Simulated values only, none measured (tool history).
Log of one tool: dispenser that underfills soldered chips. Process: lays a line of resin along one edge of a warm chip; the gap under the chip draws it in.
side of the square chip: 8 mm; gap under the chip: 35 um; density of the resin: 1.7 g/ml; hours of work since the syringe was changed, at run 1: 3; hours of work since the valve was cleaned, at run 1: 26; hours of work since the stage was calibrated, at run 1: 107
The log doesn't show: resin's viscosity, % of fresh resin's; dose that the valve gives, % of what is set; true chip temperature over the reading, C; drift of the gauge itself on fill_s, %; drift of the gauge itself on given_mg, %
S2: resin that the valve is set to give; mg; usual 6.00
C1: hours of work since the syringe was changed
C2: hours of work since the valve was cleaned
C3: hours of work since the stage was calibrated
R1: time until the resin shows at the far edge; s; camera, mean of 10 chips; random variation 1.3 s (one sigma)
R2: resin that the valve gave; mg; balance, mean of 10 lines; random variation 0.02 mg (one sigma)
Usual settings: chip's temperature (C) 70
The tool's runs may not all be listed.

Run 1, hour 0.0: usual settings; C1 3; C2 26; C3 107. Result: R1 164.3 s, R2 5.93 mg.
At hour 9.5: new syringe of resin.
Run 2, hour 12.5: usual settings; C1 2; C2 35; C3 117. Result: R1 161.7 s, R2 5.87 mg.
Run 3, hour 20.5: usual settings; C1 9; C2 41; C3 123. Result: R1 262.1 s, R2 5.89 mg.
At hour 21.7: new syringe of resin.
Run 4, hour 28.9: usual settings; C1 6; C2 48; C3 129. Result: R1 209.8 s, R2 5.87 mg.
At hour 34.3: new syringe of resin.
Run 5, hour 38.6: usual settings; C1 3; C2 55; C3 136. Result: R1 171.0 s, R2 5.82 mg.
At hour 46.5: new syringe of resin.
Run 6, hour 51.5: usual settings; C1 4; C2 65; C3 146. Result: R1 183.2 s, R2 5.79 mg.
At hour 59.3: new syringe of resin.
Run 7, hour 63.3: usual settings but chip's temperature (C) 68; C1 3; C2 74; C3 155. Result: R1 194.3 s, R2 5.80 mg.
At hour 71.9: new syringe of resin.
Run 8, hour 77.8: usual settings but chip's temperature (C) 68; C1 5; C2 85; C3 166. Result: R1 212.0 s, R2 5.73 mg.
At hour 84.9: new syringe of resin.
Run 9, hour 85.6: usual settings but chip's temperature (C) 78, S2 5.39 mg; C1 1; C2 90; C3 172. Result: R1 99.9 s, R2 5.14 mg.
Run 10, hour 93.0: usual settings but chip's temperature (C) 78, S2 5.39 mg; C1 6; C2 96; C3 178. Result: R1 157.8 s, R2 5.15 mg.
At hour 97.0: new syringe of resin.
Run 11, hour 107.9: usual settings but chip's temperature (C) 78, S2 5.39 mg; C1 9; C2 108; C3 189. Result: R1 191.8 s, R2 5.09 mg.
At hour 109.3: new syringe of resin.
At hour 121.7: new syringe of resin.
Run 12, hour 121.7: usual settings but chip's temperature (C) 78, S2 5.73 mg; C1 0; C2 118; C3 199. Result: R1 93.9 s, R2 5.35 mg.
At hour 134.1: new syringe of resin.
Run 13, hour 135.8: usual settings but chip's temperature (C) 78, S2 5.73 mg; C1 1; C2 129; C3 210. Result: R1 107.1 s, R2 5.34 mg.

Some steps in R1 between neighbouring runs. How much of each would the tool show without its hidden state too (settings, what came in, random variation), and how much is left for the hidden state, with any gauge scatter that isn't in both results?
Run 2 -> 3: no setting changed, nothing entered. R1 +100.4 s: hidden state +104.3, all else -3.9.
Run 8 -> 9: chip's temperature (C) 68 -> 78, S2 6.00 -> 5.39, new syringe of resin. R1 -112.1 s: hidden state -65.5, all else -46.6.
